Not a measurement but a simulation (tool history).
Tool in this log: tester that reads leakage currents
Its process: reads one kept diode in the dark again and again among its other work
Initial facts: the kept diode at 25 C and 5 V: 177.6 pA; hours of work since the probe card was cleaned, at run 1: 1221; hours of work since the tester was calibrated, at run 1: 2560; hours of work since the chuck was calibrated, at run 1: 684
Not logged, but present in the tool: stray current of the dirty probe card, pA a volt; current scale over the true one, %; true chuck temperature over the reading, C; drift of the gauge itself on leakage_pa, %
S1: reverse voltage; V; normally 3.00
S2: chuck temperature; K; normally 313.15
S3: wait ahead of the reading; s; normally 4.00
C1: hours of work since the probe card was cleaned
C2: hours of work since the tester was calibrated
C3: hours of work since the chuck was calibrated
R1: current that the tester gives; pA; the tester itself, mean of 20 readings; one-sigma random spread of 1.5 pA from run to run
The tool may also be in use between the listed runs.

run    hour     S1      S2    S3    C1    C2    C3       R1
  1     0.0   3.00  313.15  4.00  1221  2560   684   556.66
  2    78.2   3.00  313.15  4.00  1282  2621   746   558.01
       86.5  -- probe card cleaned and baked
  3   146.0   3.00  313.15  4.00    47  2673   797   555.89
  4   217.2   3.00  313.15  4.00   103  2729   853   560.28
  5   292.2   1.42  313.15  4.00   162  2788   913   407.40
  6   373.0   3.00  313.15  9.50   226  2852   976   566.50
  7   443.8   3.00  313.15  4.00   282  2907  1032   568.74
  8   525.2   3.00  313.15  4.00   346  2972  1096   571.21
  9   608.6   3.00  313.15  4.00   412  3037  1162   579.64
 10   669.4   3.00  313.15  4.00   460  3085  1210   579.31
 11   758.9   3.00  313.15  4.00   530  3156  1281   583.80
 12   825.5   3.00  313.15  4.00   583  3208  1333   590.04
 13   879.5   3.00  310.15  4.00   625  3251  1376   462.97
 14   980.8   3.00  310.15  4.00   705  3331  1456   468.61
 15  1038.5   3.00  313.15  4.00   751  3376  1501   598.61
 16  1125.4   3.00  313.15  4.00   819  3445  1570   598.44
 17  1231.1   3.00  313.15  4.00   903  3528  1653   603.61
 18  1284.4   3.00  313.15  4.00   945  3570  1695   606.08
     1381.1  -- chuck's temperature calibrated
 19  1386.9   3.00  313.15  4.00  1024  3649     5   525.02
 20  1472.0   3.00  313.15  4.00  1091  3717    72   525.96
 21  1543.4   5.85  297.15  0.72  1147  3773   128   191.74
 22  1586.4   5.85  297.15  0.72  1181  3807   162   192.61
 23  1672.0  19.26  299.15  1.16  1249  3874   229   405.05
 24  1716.6   2.33  307.15  8.40  1284  3909   265   296.77
     1724.2  -- probe card cleaned and baked
 25  1767.1  16.10  297.15  2.96    34  3947   302   284.21
     1778.9  -- tester calibrated
 26  1820.3  16.10  297.15  2.96    74    33   342   287.40
 27  1872.2   5.15  294.15  0.37   115    74   383   138.95
 28  1936.9  12.82  313.15  4.00   166   125   434  1025.50
 29  2038.9   2.56  294.15  8.06   247   205   515   100.78
 30  2138.8   2.56  294.15  8.06   325   284   594   101.97
     2231.9  -- tester calibrated, once more
 31  2246.2   3.00  295.15  0.32   408    11   677   122.99
 32  2319.4   3.00  294.15  3.40   466    69   734   109.77
 33  2375.4   3.00  317.15  0.73   510   113   779   761.96
 34  2448.4   3.00  294.15  4.00   568   171   836   111.65
 35  2545.7   7.66  302.15  0.52   645   247   913   346.46
 36  2647.5   3.32  313.15  4.00   725   328   993   591.43
 37  2724.4  19.11  314.15  0.43   786   388  1054  1405.06
 38  2780.8  19.11  314.15  0.43   830   433  1098  1401.44
 39  2831.7   2.94  314.15  0.43   870   473  1138   618.13

What differs in the tool's unlogged condition from the final listed run ahead of each entry between runs to the first listed run following it?
Run 2 -> run 3: probe card cleaned and baked (hour 86.5)
  stray current of the dirty probe card, pA a volt: 1.908 -> 0.092; current scale over the true one, %: 0.82 -> 0.83; true chuck temperature over the reading, C: 0.86 -> 0.91
  measured minus no-state result, R1: +46.78 -> +44.05 pA
Run 18 -> run 19: chuck's temperature calibrated (hour 1381.1)
  stray current of the dirty probe card, pA a volt: 1.427 -> 1.541; current scale over the true one, %: 1.14 -> 1.17; true chuck temperature over the reading, C: 1.92 -> 0.07
  measured minus no-state result, R1: +96.40 -> +13.36 pA
Run 24 -> run 25: probe card cleaned and baked (hour 1724.2)
  stray current of the dirty probe card, pA a volt: 1.936 -> 0.075; current scale over the true one, %: 1.26 -> 1.27; true chuck temperature over the reading, C: 0.35 -> 0.39
  measured minus no-state result, R1: +16.61 -> +14.10 pA
Run 25 -> run 26: tester calibrated (hour 1778.9)
  stray current of the dirty probe card, pA a volt: 0.075 -> 0.144; current scale over the true one, %: 1.27 -> 1.59; true chuck temperature over the reading, C: 0.39 -> 0.44
  measured minus no-state result, R1: +14.10 -> +17.33 pA
Run 30 -> run 31: tester calibrated, once more (hour 2231.9)
  stray current of the dirty probe card, pA a volt: 0.512 -> 0.635; current scale over the true one, %: 1.68 -> -0.1; true chuck temperature over the reading, C: 0.71 -> 0.81
  measured minus no-state result, R1: +9.19 -> +10.14 pA
